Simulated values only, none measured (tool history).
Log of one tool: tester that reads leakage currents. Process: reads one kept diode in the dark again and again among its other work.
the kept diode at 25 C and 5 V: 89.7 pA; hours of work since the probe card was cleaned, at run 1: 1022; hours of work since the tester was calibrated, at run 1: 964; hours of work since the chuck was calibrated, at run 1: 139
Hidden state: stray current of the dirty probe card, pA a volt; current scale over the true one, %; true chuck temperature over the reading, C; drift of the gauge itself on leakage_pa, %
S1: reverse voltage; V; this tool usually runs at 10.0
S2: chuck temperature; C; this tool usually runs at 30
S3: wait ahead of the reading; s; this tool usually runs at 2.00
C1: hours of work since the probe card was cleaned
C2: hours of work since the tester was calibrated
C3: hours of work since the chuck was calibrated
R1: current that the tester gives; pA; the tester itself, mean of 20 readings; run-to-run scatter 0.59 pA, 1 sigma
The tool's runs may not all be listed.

run     day    S1  S2    S3    C1    C2   C3      R1
  1   0.000  10.0  30  2.00  1022   964  139  213.48
      1.633  -- probe card cleaned and baked
  2   3.250  10.0  30  2.00    19  1000  176  191.03
  3   7.308  10.0  30  2.00    65  1047  222  190.66
  4  10.171  10.0  30  2.00    98  1080  255  190.47
  5  12.617  10.0  30  2.00   127  1108  283  189.18
  6  16.125  10.0  30  2.00   167  1149  324  189.42
  7  19.267  10.0  30  2.00   203  1185  360  189.97
  8  21.167  10.0  30  2.00   225  1207  382  190.39
  9  23.404   3.2  36  1.37   251  1233  408  198.10
 10  25.783  10.0  44  0.73   278  1260  435  652.43
 11  27.879   1.8  26  1.17   303  1284  459   61.44
 12  31.700   1.0  58  4.17   347  1328  504  767.41
 13  33.729   1.0  58  4.17   370  1352  527  762.29

Forecast run 14:
 14  36.004  1.0  58  4.17  396  1378  553   ?

Run 14 produced R1 759.60 pA.
With no hidden state in the tool, this same run would have given R1 810.05 pA.
